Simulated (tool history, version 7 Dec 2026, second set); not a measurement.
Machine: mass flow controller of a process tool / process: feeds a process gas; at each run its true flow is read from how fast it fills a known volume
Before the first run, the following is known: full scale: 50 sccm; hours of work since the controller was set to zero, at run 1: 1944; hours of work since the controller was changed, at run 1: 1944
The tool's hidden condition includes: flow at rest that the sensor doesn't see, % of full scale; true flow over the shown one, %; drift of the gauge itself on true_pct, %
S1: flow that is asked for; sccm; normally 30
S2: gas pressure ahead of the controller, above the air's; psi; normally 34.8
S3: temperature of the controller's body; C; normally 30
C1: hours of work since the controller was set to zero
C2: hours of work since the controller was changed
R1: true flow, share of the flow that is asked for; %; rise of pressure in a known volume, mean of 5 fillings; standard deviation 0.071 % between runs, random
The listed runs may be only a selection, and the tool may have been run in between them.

Run 1, day 0.000: usual settings; C1 1944; C2 1944. Result: R1 99.97 %.
Run 2, day 3.633: usual settings; C1 1988; C2 1988. Result: R1 99.99 %.
Run 3, day 6.325: usual settings but S1 13 sccm; C1 2020; C2 2020. Result: R1 99.39 %.
Run 4, day 10.167: usual settings but S1 13 sccm; C1 2067; C2 2067. Result: R1 99.53 %.
Run 5, day 13.496: usual settings but S1 13 sccm; C1 2107; C2 2107. Result: R1 99.41 %.
Run 6, day 16.762: usual settings but S3 22 C; C1 2147; C2 2147. Result: R1 98.95 %.
Run 7, day 22.488: usual settings but S3 22 C; C1 2216; C2 2216. Result: R1 99.07 %.
Run 8, day 27.588: usual settings but S3 22 C; C1 2278; C2 2278. Result: R1 99.20 %.
Run 9, day 32.583: usual settings but S3 22 C; C1 2338; C2 2338. Result: R1 99.02 %.
Run 10, day 36.633: usual settings but S2 27.3 psi; C1 2387; C2 2387. Result: R1 100.06 %.
Run 11, day 42.508: usual settings but S2 27.3 psi; C1 2458; C2 2458. Result: R1 100.03 %.
Run 12, day 46.017: usual settings but S1 12 sccm, S2 27.3 psi; C1 2501; C2 2501. Result: R1 99.61 %.
Run 13, day 51.942: usual settings but S1 12 sccm, S2 27.3 psi; C1 2572; C2 2572. Result: R1 99.58 %.
Run 14, day 57.529: usual settings but S3 35 C; C1 2640; C2 2640. Result: R1 100.41 %.
Run 15, day 61.096: usual settings but S3 35 C; C1 2683; C2 2683. Result: R1 100.47 %.
Run 16, day 65.658: usual settings but S3 38 C; C1 2738; C2 2738. Result: R1 100.73 %.
Run 17, day 69.758: usual settings but S3 38 C; C1 2788; C2 2788. Result: R1 100.64 %.
Run 18, day 72.429: usual settings but S1 18 sccm; C1 2820; C2 2820. Result: R1 99.65 %.
Run 19, day 75.667: usual settings but S1 18 sccm; C1 2859; C2 2859. Result: R1 99.66 %.
Run 20, day 80.325: usual settings but S1 18 sccm; C1 2916; C2 2916. Result: R1 99.61 %.
Run 21, day 83.350: usual settings; C1 2952; C2 2952. Result: R1 99.83 %.
Run 22, day 88.154: usual settings; C1 3011; C2 3011. Result: R1 99.92 %.
Run 23, day 90.783: usual settings; C1 3042; C2 3042. Result: R1 100.00 %.
Run 24, day 94.412: usual settings; C1 3086; C2 3086. Result: R1 100.08 %.
Run 25, day 100.662: usual settings but S1 21 sccm, S3 26 C; C1 3162; C2 3162. Result: R1 99.26 %.
Run 26, day 105.004: usual settings but S1 5 sccm, S2 23.5 psi, S3 37 C; C1 3214; C2 3214. Result: R1 100.13 %.
Run 27, day 109.354: usual settings but S1 6 sccm, S2 30.7 psi, S3 24 C; C1 3267; C2 3267. Result: R1 98.76 %.
Run 28, day 113.925: usual settings but S1 6 sccm, S2 30.7 psi, S3 24 C; C1 3322; C2 3322. Result: R1 98.80 %.
Run 29, day 118.458: usual settings but S2 38.0 psi; C1 3377; C2 3377. Result: R1 99.90 %.
Run 30, day 121.367: usual settings but S3 25 C; C1 3412; C2 3412. Result: R1 99.45 %.
Run 31, day 127.558: usual settings but S3 35 C; C1 3487; C2 3487. Result: R1 100.44 %.
Run 32, day 132.417: usual settings but S1 12 sccm, S2 21.2 psi, S3 40 C; C1 3546; C2 3546. Result: R1 100.66 %.
Run 33, day 137.704: usual settings but S1 16 sccm, S2 31.3 psi, S3 23 C; C1 3610; C2 3610. Result: R1 98.93 %.
Run 34, day 141.979: usual settings but S1 16 sccm, S2 31.3 psi, S3 23 C; C1 3662; C2 3662. Result: R1 98.76 %.
Run 35, day 146.696: usual settings but S2 34.7 psi, S3 25 C; C1 3719; C2 3719. Result: R1 99.40 %.
Run 36, day 149.554: usual settings but S2 34.7 psi, S3 25 C; C1 3754; C2 3754. Result: R1 99.46 %.
Run 37, day 152.512: usual settings but S1 44 sccm, S2 37.9 psi, S3 25 C; C1 3789; C2 3789. Result: R1 99.82 %.
Run 38, day 156.100: usual settings but S1 44 sccm, S2 37.9 psi, S3 25 C; C1 3833; C2 3833. Result: R1 99.79 %.
Run 39, day 160.858: usual settings but S1 44 sccm, S2 37.9 psi, S3 25 C; C1 3890; C2 3890. Result: R1 99.88 %.
Run 40, day 164.112: usual settings but S1 44 sccm, S2 21.2 psi, S3 24 C; C1 3930; C2 3930. Result: R1 99.82 %.
Run 41, day 167.138: usual settings but S1 9 sccm, S2 21.0 psi, S3 37 C; C1 3966; C2 3966. Result: R1 100.29 %.
Run 42, day 173.083: usual settings but S1 9 sccm, S2 21.0 psi, S3 37 C; C1 4038; C2 4038. Result: R1 100.29 %.
Run 43, day 179.508: usual settings but S1 9 sccm, S2 37.1 psi, S3 23 C; C1 4116; C2 4116. Result: R1 98.58 %.
Run 44, day 184.117: usual settings but S1 9 sccm, S2 37.1 psi, S3 23 C; C1 4172; C2 4172. Result: R1 98.59 %.
Run 45, day 188.446: usual settings but S1 19 sccm, S2 35.7 psi; C1 4224; C2 4224. Result: R1 99.52 %.
Run 46, day 192.012: usual settings but S2 37.0 psi; C1 4267; C2 4267. Result: R1 99.87 %.
Run 47, day 198.142: usual settings but S2 37.0 psi; C1 4342; C2 4342. Result: R1 99.85 %.
Run 48, day 203.200: usual settings but S1 13 sccm, S2 23.6 psi, S3 39 C; C1 4403; C2 4403. Result: R1 100.54 %.

What if the next run were any one of these 3? Each begins from the tool's condition after run 48:
Run A, day 208.267: usual settings but S1 33 sccm, S2 23.6 psi, S3 39 C; C1 4464; C2 4464. Result: R1 ?.
Run B, day 208.267: usual settings but S2 23.2 psi, S3 29 C; C1 4464; C2 4464. Result: R1 ?.
Run C, day 208.267: usual settings but S2 30.0 psi; C1 4464; C2 4464. Result: R1 ?.

run      R1
  A  101.03
  B   99.92
  C  100.01
Take away the tool's hidden state, keep each run's random variation, and the runs would have read:
run      R1
  A  101.04
  B   99.93
  C  100.02
